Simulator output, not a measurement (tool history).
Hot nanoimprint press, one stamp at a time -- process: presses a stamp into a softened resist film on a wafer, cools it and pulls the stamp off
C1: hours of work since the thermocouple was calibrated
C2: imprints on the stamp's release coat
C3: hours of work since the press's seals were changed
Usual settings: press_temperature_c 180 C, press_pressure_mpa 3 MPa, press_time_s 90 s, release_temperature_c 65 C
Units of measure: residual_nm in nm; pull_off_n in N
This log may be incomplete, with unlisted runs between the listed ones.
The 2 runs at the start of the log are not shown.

Run 3, hour 91.8: usual settings; C1 131; C2 233; C3 164. Result: residual_nm 260.2 nm, pull_off_n 137 N.
Run 4, hour 145.6: usual settings; C1 154; C2 370; C3 187. Result: residual_nm 260.9 nm, pull_off_n 142 N.
Run 5, hour 189.2: usual settings; C1 174; C2 481; C3 207. Result: residual_nm 259.2 nm, pull_off_n 145 N.
Run 6, hour 238.1: usual settings; C1 195; C2 605; C3 228. Result: residual_nm 260 nm, pull_off_n 147 N.
Run 7, hour 289.1: usual settings; C1 218; C2 735; C3 251. Result: residual_nm 258.1 nm, pull_off_n 146 N.
Run 8, hour 341.9: usual settings but press_pressure_mpa 2.35 MPa; C1 241; C2 869; C3 274. Result: residual_nm 286.4 nm, pull_off_n 150 N.
Run 9, hour 406: usual settings but press_pressure_mpa 2.35 MPa; C1 269; C2 1032; C3 302. Result: residual_nm 289.1 nm, pull_off_n 147 N.
Run 10, hour 462.5: usual settings but press_time_s 145 s; C1 294; C2 1175; C3 327. Result: residual_nm 220.7 nm, pull_off_n 147 N.
At hour 509.6: stamp cleaned and given a new release coat.
Run 11, hour 533.9: usual settings but press_pressure_mpa 2.4 MPa; C1 323; C2 62; C3 356. Result: residual_nm 284.1 nm, pull_off_n 136 N.
Run 12, hour 587.9: usual settings but press_pressure_mpa 4.71 MPa; C1 347; C2 199; C3 380. Result: residual_nm 206.9 nm, pull_off_n 137 N.
At hour 606: plate thermocouple calibrated.
Run 13, hour 634.8: usual settings but press_temperature_c 169 C, press_pressure_mpa 4.71 MPa; C1 13; C2 311; C3 399. Result: residual_nm 313.5 nm, pull_off_n 141 N.
Run 14, hour 677: usual settings but press_temperature_c 169 C, press_pressure_mpa 4.71 MPa; C1 31; C2 418; C3 418. Result: residual_nm 312.9 nm, pull_off_n 145 N.
Run 15, hour 733: usual settings but release_temperature_c 68 C; C1 56; C2 560; C3 442. Result: residual_nm 260.8 nm, pull_off_n 139 N.
Run 16, hour 776.9: usual settings but press_temperature_c 186 C; C1 75; C2 672; C3 462. Result: residual_nm 212.2 nm, pull_off_n 145 N.
Run 17, hour 825: usual settings but press_time_s 61 s, release_temperature_c 71 C; C1 97; C2 794; C3 483. Result: residual_nm 294.8 nm, pull_off_n 130 N.
Run 18, hour 883.1: usual settings but press_time_s 61 s, release_temperature_c 71 C; C1 122; C2 942; C3 508. Result: residual_nm 295.3 nm, pull_off_n 131 N.
At hour 896.5: press's hydraulic seals changed and the load cell set to zero.
Run 19, hour 938.1: usual settings but press_time_s 61 s, release_temperature_c 71 C; C1 143; C2 1061; C3 18. Result: residual_nm 291.2 nm, pull_off_n 130 N.
Run 20, hour 975.2: usual settings but press_temperature_c 176 C, press_time_s 150 s; C1 159; C2 1155; C3 35. Result: residual_nm 248.5 nm, pull_off_n 158 N.
Run 21, hour 1010.4: usual settings but press_temperature_c 191 C, press_pressure_mpa 4.22 MPa, press_time_s 150 s; C1 175; C2 1244; C3 50. Result: residual_nm 121.3 nm, pull_off_n 155 N.
At hour 1033.4: stamp cleaned and given a new release coat.
Run 22, hour 1071.6: usual settings but press_temperature_c 174 C, press_pressure_mpa 2.19 MPa, press_time_s 60 s, release_temperature_c 68 C; C1 199; C2 97; C3 75. Result: residual_nm 384.7 nm, pull_off_n 131 N.

Run 23 comes next. What will it give?
Run 23, hour 1111.1: usual settings but press_temperature_c 174 C, press_pressure_mpa 2.19 MPa, press_time_s 57 s, release_temperature_c 58 C; C1 216; C2 197; C3 92. Result: residual_nm ?, pull_off_n ?.

{"run 23": {"residual_nm": 387.1, "pull_off_n": 154}}
On a tool with no hidden condition, and with the same random variation, this run would have come out at residual_nm 391.7 nm, pull_off_n 152 N.
